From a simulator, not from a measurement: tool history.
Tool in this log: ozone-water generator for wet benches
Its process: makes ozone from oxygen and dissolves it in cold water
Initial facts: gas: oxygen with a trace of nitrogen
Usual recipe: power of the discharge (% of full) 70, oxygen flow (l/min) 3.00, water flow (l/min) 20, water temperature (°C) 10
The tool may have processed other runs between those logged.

run   hour  power of the discharge (% of full)  oxygen flow (l/min)  water flow (l/min)  water temperature (°C)  dissolved ozone (ppm)  ozone in the gas ahead of the water (g/m3)
  1    0.0                                  70                 3.00                  20                      10                   20.2                                       268.8
  2   26.7                                  70                 3.00                  20                      10                   19.8                                       267.5
  3   53.3                                  70                 3.00                  20                      10                   20.4                                       267.2
  4  108.0                                  70                 3.00                  20                      10                   19.9                                       267.8
  5  169.2                                  70                 3.00                  20                      10                   19.9                                       268.8
  6  205.1                                  70                 3.00                  20                      10                   19.9                                       268.9
  7  254.8                                  70                 3.00                  20                      10                   20.1                                       270.7
  8  301.8                                  79                 3.00                  20                      10                   21.7                                       288.7
  9  335.4                                  79                 3.00                  20                       5                   22.0                                       291.7
 10  389.4                                  79                 3.00                  20                       5                   22.2                                       290.3
 11  433.0                                  55                 4.02                  20                      12                   17.5                                       193.2
 12  465.0                                  68                 4.35                  23                      10                   16.9                                       210.5
 13  523.4                                  59                 3.00                  20                      10                   18.2                                       247.7
 14  559.6                                  59                 3.00                  20                      10                   18.2                                       247.6
 15  605.1                                  59                 3.00                  20                      10                   18.1                                       246.5
 16  648.5                                  49                 3.00                  15                       9                   22.4                                       223.2
 17  705.0                                  49                 3.00                  15                       9                   22.3                                       222.3
 18  765.7                                  49                 3.00                  15                       9                   22.8                                       221.4
 19  807.5                                  77                 3.79                  13                      14                   31.1                                       245.3

Hidden state or all else? Some run-to-run changes of ozone in the gas ahead of the water (g/m3), split into what the settings, what came in and random variation would give without the hidden state, and what is left for the hidden state (with any gauge scatter that isn't in both results):
Unlogged tool condition in this case: yield of the discharge, % of new electrodes'; contactor's efficiency, % of a clean one's; true water temperature over the reading, C; drift of the gauge itself on ozone_ppm, %; drift of the gauge itself on gas_g_m3, %.
Run 10 -> 11: power of the discharge (% of full) 79 -> 55, oxygen flow (l/min) 3.00 -> 4.02, water temperature (°C) 5 -> 12. ozone in the gas ahead of the water (g/m3) -97.1: hidden state -0.4, all else -96.7.
Run 12 -> 13: power of the discharge (% of full) 68 -> 59, oxygen flow (l/min) 4.35 -> 3.00, water flow (l/min) 23 -> 20. ozone in the gas ahead of the water (g/m3) +37.2: hidden state +0.5, all else +36.7.

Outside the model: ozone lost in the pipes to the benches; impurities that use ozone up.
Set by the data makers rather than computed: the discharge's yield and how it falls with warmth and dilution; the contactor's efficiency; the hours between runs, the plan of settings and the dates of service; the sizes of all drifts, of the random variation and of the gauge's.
